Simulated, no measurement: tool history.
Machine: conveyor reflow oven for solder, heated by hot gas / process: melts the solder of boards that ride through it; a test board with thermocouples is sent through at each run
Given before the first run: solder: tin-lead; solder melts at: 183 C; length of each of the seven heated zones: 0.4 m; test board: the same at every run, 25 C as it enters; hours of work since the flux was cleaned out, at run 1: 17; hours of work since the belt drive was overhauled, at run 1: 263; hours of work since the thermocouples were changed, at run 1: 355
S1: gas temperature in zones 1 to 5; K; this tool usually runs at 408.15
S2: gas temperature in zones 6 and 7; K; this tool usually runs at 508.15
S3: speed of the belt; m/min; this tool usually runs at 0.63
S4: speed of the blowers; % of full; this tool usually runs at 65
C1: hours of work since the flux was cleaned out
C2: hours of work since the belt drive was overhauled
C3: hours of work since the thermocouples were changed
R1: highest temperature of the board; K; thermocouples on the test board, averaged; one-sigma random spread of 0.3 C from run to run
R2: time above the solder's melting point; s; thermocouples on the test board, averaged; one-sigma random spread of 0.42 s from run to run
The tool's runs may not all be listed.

Run 1, day 0: usual settings; C1 17; C2 263; C3 355. Result: R1 497.15 K, R2 62 s.
Run 2, day 0.554: usual settings; C1 27; C2 273; C3 365. Result: R1 497.35 K, R2 61.9 s.
Run 3, day 1.062: usual settings; C1 36; C2 282; C3 374. Result: R1 497.65 K, R2 61.9 s.
Run 4, day 1.6: usual settings; C1 46; C2 292; C3 384. Result: R1 497.35 K, R2 62.7 s.
Run 5, day 1.971: usual settings but S4 88 % of full; C1 52; C2 298; C3 390. Result: R1 500.85 K, R2 65 s.
Run 6, day 2.433: usual settings but S4 88 % of full; C1 61; C2 307; C3 399. Result: R1 500.15 K, R2 64.3 s.
Run 7, day 2.775: usual settings but S4 88 % of full; C1 67; C2 313; C3 405. Result: R1 500.45 K, R2 64.4 s.
Run 8, day 3.4: usual settings but S4 88 % of full; C1 78; C2 324; C3 416. Result: R1 500.85 K, R2 64.7 s.
Run 9, day 3.738: usual settings but S2 499.15 K, S4 88 % of full; C1 84; C2 330; C3 422. Result: R1 492.25 K, R2 59.9 s.
Run 10, day 4.271: usual settings but S3 0.506 m/min; C1 94; C2 340; C3 432. Result: R1 502.55 K, R2 82.3 s.
Run 11, day 4.662: usual settings but S3 0.506 m/min; C1 101; C2 347; C3 439. Result: R1 502.25 K, R2 82.4 s.
Run 12, day 4.954: usual settings but S3 0.506 m/min; C1 106; C2 352; C3 444. Result: R1 502.15 K, R2 81.6 s.
Run 13, day 5.517: usual settings but S3 0.506 m/min; C1 116; C2 362; C3 454. Result: R1 502.95 K, R2 81.8 s.
Run 14, day 6.025: usual settings but S3 0.506 m/min; C1 126; C2 372; C3 464. Result: R1 502.25 K, R2 82.6 s.
Run 15, day 6.375: usual settings but S2 500.15 K; C1 132; C2 378; C3 470. Result: R1 489.35 K, R2 56.9 s.
Run 16, day 6.746: usual settings but S1 415.15 K, S2 500.15 K; C1 139; C2 385; C3 477. Result: R1 490.35 K, R2 59.4 s.
Run 17, day 7.25: usual settings but S3 0.561 m/min, S4 87 % of full; C1 148; C2 394; C3 486. Result: R1 502.15 K, R2 75.4 s.
Run 18, day 7.521: usual settings but S2 507.15 K, S4 78 % of full; C1 153; C2 399; C3 491. Result: R1 497.45 K, R2 62.2 s.
Run 19, day 7.925: usual settings but S2 497.15 K, S4 70 % of full; C1 160; C2 406; C3 498. Result: R1 487.75 K, R2 55.2 s.
Run 20, day 8.296: usual settings but S2 497.15 K, S4 70 % of full; C1 167; C2 413; C3 505. Result: R1 487.45 K, R2 55.1 s.
Run 21, day 8.571: usual settings but S2 512.15 K, S4 64 % of full; C1 172; C2 418; C3 510. Result: R1 500.15 K, R2 63.6 s.
At day 8.921: flux residue cleaned out of gas plates and filters.
Run 22, day 9.292: usual settings but S2 503.15 K, S3 0.566 m/min; C1 7; C2 427; C3 519. Result: R1 495.25 K, R2 68.7 s.
Run 23, day 9.592: usual settings but S3 0.705 m/min, S4 68 % of full; C1 12; C2 432; C3 524. Result: R1 495.45 K, R2 53.6 s.
Run 24, day 10.096: usual settings but S1 404.15 K, S2 507.15 K, S3 0.502 m/min, S4 69 % of full; C1 21; C2 441; C3 533. Result: R1 502.85 K, R2 82.6 s.
Run 25, day 10.696: usual settings but S1 395.15 K, S4 54 % of full; C1 32; C2 452; C3 544. Result: R1 493.45 K, R2 55.7 s.
At day 11.046: thermocouples of zones 6 and 7 changed.
Run 26, day 11.175: usual settings but S1 399.15 K, S3 0.539 m/min, S4 64 % of full; C1 39; C2 459; C3 2. Result: R1 498.55 K, R2 70.4 s.
Run 27, day 11.45: usual settings but S2 522.15 K; C1 44; C2 464; C3 7. Result: R1 508.05 K, R2 68 s.
Run 28, day 11.738: usual settings but S2 522.15 K; C1 49; C2 470; C3 12. Result: R1 508.65 K, R2 67.7 s.
Run 29, day 12.288: usual settings but S2 521.15 K, S3 0.512 m/min; C1 59; C2 480; C3 22. Result: R1 512.85 K, R2 86.3 s.
Run 30, day 12.858: usual settings but S2 502.15 K, S3 0.715 m/min, S4 55 % of full; C1 70; C2 490; C3 33. Result: R1 484.35 K, R2 44.1 s.
Run 31, day 13.362: usual settings but S2 502.15 K, S3 0.715 m/min, S4 55 % of full; C1 79; C2 499; C3 42. Result: R1 484.05 K, R2 44.6 s.
Run 32, day 13.692: usual settings but S2 502.15 K, S3 0.715 m/min, S4 55 % of full; C1 85; C2 505; C3 48. Result: R1 483.45 K, R2 44.7 s.

Hidden state at the last listed run before each entry between runs and at the first one after, where it differs:
In the gap between runs 21 and 22: flux residue cleaned out of gas plates and filters (day 8.921)
  heat that the gas passes to the board, % of a clean oven's: 93.2 -> 98.7; belt's true speed, % of the reading: 99.32 -> 99.3; true gas temperature in zones 6 and 7 over the reading, C: 2.17 -> 2.2
  difference, measured minus the result without the unlogged condition, R1: +0.9 -> +2 K; R2: +0.8 -> +1.8 s
In the gap between runs 25 and 26: thermocouples of zones 6 and 7 changed (day 11.046)
  heat that the gas passes to the board, % of a clean oven's: 97.7 -> 97.4; belt's true speed, % of the reading: 99.26 -> 99.25; true gas temperature in zones 6 and 7 over the reading, C: 2.28 -> -0.09
  difference, measured minus the result without the unlogged condition, R1: +1.9 -> -0.3 K; R2: +1.7 -> +0.2 s
